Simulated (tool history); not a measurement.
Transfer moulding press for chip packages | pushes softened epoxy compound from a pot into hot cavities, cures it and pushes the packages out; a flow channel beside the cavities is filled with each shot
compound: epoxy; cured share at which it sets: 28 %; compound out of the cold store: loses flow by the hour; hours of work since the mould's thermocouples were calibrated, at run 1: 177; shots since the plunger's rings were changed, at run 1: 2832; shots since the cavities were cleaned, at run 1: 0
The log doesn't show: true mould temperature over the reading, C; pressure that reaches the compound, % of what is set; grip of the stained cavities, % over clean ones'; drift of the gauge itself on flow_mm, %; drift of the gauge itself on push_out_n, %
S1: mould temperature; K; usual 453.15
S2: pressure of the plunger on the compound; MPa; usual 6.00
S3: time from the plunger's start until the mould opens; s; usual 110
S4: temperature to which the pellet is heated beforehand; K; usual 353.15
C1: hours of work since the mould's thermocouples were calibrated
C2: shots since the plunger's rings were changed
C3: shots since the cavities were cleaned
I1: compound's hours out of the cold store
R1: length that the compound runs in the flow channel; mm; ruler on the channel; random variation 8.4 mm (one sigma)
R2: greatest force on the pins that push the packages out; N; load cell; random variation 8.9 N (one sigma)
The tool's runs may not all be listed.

run   hour      S1    S2   S3      S4   C1    C2   C3    I1    R1   R2
  1    0.0  453.15  6.00  110  353.15  177  2832    0  47.2   834  386
  2   19.4  453.15  6.00  110  353.15  190  3065  233  29.8   903  464
  3   42.5  453.15  6.00  110  354.15  205  3344  512  40.5   869  504
  4   56.5  453.15  6.00  110  353.15  215  3513  681  47.4   825  513
      60.2  -- cavities cleaned with cleaning compound and waxed
  5   81.5  453.15  6.00   90  353.15  230  3796  257  32.4   885  675
  6   97.9  458.15  6.00  110  353.15  241  3994  455  45.0   811  441
     118.4  -- cavities cleaned with cleaning compound and waxed
  7  122.3  449.15  6.00  110  353.15  257  4270   47  36.1   861  479
  8  140.3  449.15  6.00  110  353.15  268  4486  263  21.8   922  553
     143.3  -- mould's thermocouples calibrated
  9  162.0  449.15  6.00  110  353.15   12  4723  500  45.7   797  601
     179.4  -- cavities cleaned with cleaning compound and waxed
 10  183.8  449.15  6.00  110  353.15   26  4968   52  45.4   809  465
 11  201.6  449.15  6.00  110  353.15   38  5183  267  36.9   847  558
 12  221.8  449.15  6.00  110  353.15   51  5427  511  20.6   902  652
     237.6  -- cavities cleaned with cleaning compound and waxed
 13  245.7  453.15  6.00  110  353.15   66  5696   98  14.5   907  410
 14  267.0  453.15  6.00  110  353.15   80  5953  355  37.3   812  471
     275.1  -- mould's thermocouples calibrated, once more
 15  291.0  453.15  6.00  110  353.15   11  6218  620  43.4   802  546
     298.6  -- cavities cleaned with cleaning compound and waxed
     308.4  -- plunger's sealing rings changed
 16  312.4  453.15  4.61  115  353.15   22    47  135  26.6   855  397
 17  332.2  453.15  4.61  115  353.15   35   286  374  28.3   845  477
 18  353.1  453.15  4.61  115  353.15   49   538  626  44.0   769  504
     360.3  -- cavities cleaned with cleaning compound and waxed
 19  365.0  453.15  4.61  115  353.15   56   663   57  32.7   830  393
 20  380.0  453.15  7.08  111  353.15   66   844  238  23.8  1059  478
 21  399.8  446.15  6.75  110  353.15   79  1083  477  41.0   964  728
     418.6  -- cavities cleaned with cleaning compound and waxed
 22  420.8  453.15  6.00  110  356.15   92  1318   27   9.4  1050  424
 23  438.4  453.15  6.00  120  345.15  104  1530  239  12.8  1008  423
 24  453.6  453.15  6.00  120  345.15  114  1713  422  35.6   907  447
 25  464.6  454.15  7.19  142  350.15  121  1846  555  17.9  1072  437
     476.8  -- cavities cleaned with cleaning compound and waxed
 26  477.2  454.15  7.19  138  350.15  129  1980    5  46.5   928  334
 27  494.1  454.15  7.19  138  350.15  140  2183  208   9.8  1114  377

4 ways to go on from here, each from the tool as it stands after run 27. What would each give?
  A  509.2  447.15  6.44  110  351.15  150  2365  390  29.6   ?   ?
  B  509.2  460.15  7.19  115  358.15  150  2365  390  19.2   ?   ?
  C  509.2  459.15  7.19  142  350.15  150  2365  390  22.3   ?   ?
  D  509.2  453.15  4.82  122  353.15  150  2365  390  43.3   ?   ?

run    R1   R2
  A   960  692
  B  1027  431
  C  1031  402
  D   770  444
Without the tool's hidden state the same runs would have given:
run    R1   R2
  A  1008  552
  B  1078  338
  C  1082  314
  D   808  351
